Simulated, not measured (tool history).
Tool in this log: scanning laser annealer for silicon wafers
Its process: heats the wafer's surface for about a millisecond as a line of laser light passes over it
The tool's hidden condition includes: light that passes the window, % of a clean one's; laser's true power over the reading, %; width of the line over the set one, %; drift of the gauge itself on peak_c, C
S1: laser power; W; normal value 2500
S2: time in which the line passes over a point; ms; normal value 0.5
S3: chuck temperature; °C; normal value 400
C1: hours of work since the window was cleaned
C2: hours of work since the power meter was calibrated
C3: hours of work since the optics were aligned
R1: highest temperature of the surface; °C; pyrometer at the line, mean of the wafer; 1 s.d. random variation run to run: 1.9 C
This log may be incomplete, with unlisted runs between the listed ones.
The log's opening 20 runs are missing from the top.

{"run": 21, "day": 13.892, "S1": 2612, "S2": 0.5, "S3": 411, "C1": 45, "C2": 717, "C3": 743, "R1": 1186}
{"day": 14.675, "done": "window over the wafer cleaned, once more"}
{"run": 22, "day": 14.858, "S1": 2612, "S2": 0.5, "S3": 411, "C1": 3, "C2": 733, "C3": 759, "R1": 1210}
{"run": 23, "day": 15.367, "S1": 2677, "S2": 0.43, "S3": 379, "C1": 13, "C2": 743, "C3": 769, "R1": 1133}
{"run": 24, "day": 16.104, "S1": 2677, "S2": 0.43, "S3": 379, "C1": 27, "C2": 757, "C3": 783, "R1": 1138}
{"run": 25, "day": 16.933, "S1": 2677, "S2": 0.43, "S3": 379, "C1": 42, "C2": 772, "C3": 799, "R1": 1137}
{"run": 26, "day": 17.775, "S1": 2384, "S2": 0.493, "S3": 411, "C1": 58, "C2": 788, "C3": 814, "R1": 1132}
{"run": 27, "day": 18.2, "S1": 2640, "S2": 0.364, "S3": 386, "C1": 66, "C2": 796, "C3": 822, "R1": 1063}
{"run": 28, "day": 18.7, "S1": 2640, "S2": 0.364, "S3": 386, "C1": 76, "C2": 806, "C3": 832, "R1": 1061}
{"run": 29, "day": 19.554, "S1": 2640, "S2": 0.364, "S3": 386, "C1": 92, "C2": 822, "C3": 848, "R1": 1064}
{"run": 30, "day": 20.446, "S1": 2660, "S2": 0.467, "S3": 400, "C1": 109, "C2": 839, "C3": 865, "R1": 1181}
{"run": 31, "day": 21.121, "S1": 2719, "S2": 0.5, "S3": 388, "C1": 121, "C2": 851, "C3": 877, "R1": 1217}
{"run": 32, "day": 21.583, "S1": 2606, "S2": 0.463, "S3": 388, "C1": 130, "C2": 860, "C3": 886, "R1": 1148}
{"run": 33, "day": 22.212, "S1": 2606, "S2": 0.463, "S3": 388, "C1": 142, "C2": 872, "C3": 898, "R1": 1146}
{"run": 34, "day": 22.796, "S1": 2254, "S2": 0.493, "S3": 412, "C1": 153, "C2": 883, "C3": 909, "R1": 1089}
{"run": 35, "day": 23.758, "S1": 2395, "S2": 0.463, "S3": 400, "C1": 171, "C2": 901, "C3": 927, "R1": 1094}
{"run": 36, "day": 24.196, "S1": 2376, "S2": 0.431, "S3": 416, "C1": 179, "C2": 909, "C3": 935, "R1": 1077}
{"run": 37, "day": 24.638, "S1": 2376, "S2": 0.431, "S3": 416, "C1": 188, "C2": 917, "C3": 944, "R1": 1078}
{"run": 38, "day": 25.05, "S1": 2376, "S2": 0.431, "S3": 416, "C1": 195, "C2": 925, "C3": 951, "R1": 1080}
{"run": 39, "day": 25.562, "S1": 2541, "S2": 0.401, "S3": 362, "C1": 205, "C2": 935, "C3": 961, "R1": 1044}
{"run": 40, "day": 26.354, "S1": 2416, "S2": 0.401, "S3": 392, "C1": 220, "C2": 950, "C3": 976, "R1": 1041}

Below are 5 alternative next runs, each starting from the tool's condition after run 40. Predict each:
{"run": "A", "day": 27.325, "S1": 2185, "S2": 0.414, "S3": 431, "C1": 238, "C2": 968, "C3": 994, "R1": "?"}
{"run": "B", "day": 27.325, "S1": 2356, "S2": 0.5, "S3": 362, "C1": 238, "C2": 968, "C3": 994, "R1": "?"}
{"run": "C", "day": 27.325, "S1": 2500, "S2": 0.5, "S3": 368, "C1": 238, "C2": 968, "C3": 994, "R1": "?"}
{"run": "D", "day": 27.325, "S1": 2484, "S2": 0.364, "S3": 437, "C1": 238, "C2": 968, "C3": 994, "R1": "?"}
{"run": "E", "day": 27.325, "S1": 2279, "S2": 0.5, "S3": 400, "C1": 238, "C2": 968, "C3": 994, "R1": "?"}

run=A R1=1025
run=B R1=1072
run=C R1=1119
run=D R1=1069
run=E R1=1084
The same runs, with their run-to-run variation unchanged, on a tool lacking any hidden condition would have given:
run=A R1=1041
run=B R1=1091
run=C R1=1139
run=D R1=1085
run=E R1=1102

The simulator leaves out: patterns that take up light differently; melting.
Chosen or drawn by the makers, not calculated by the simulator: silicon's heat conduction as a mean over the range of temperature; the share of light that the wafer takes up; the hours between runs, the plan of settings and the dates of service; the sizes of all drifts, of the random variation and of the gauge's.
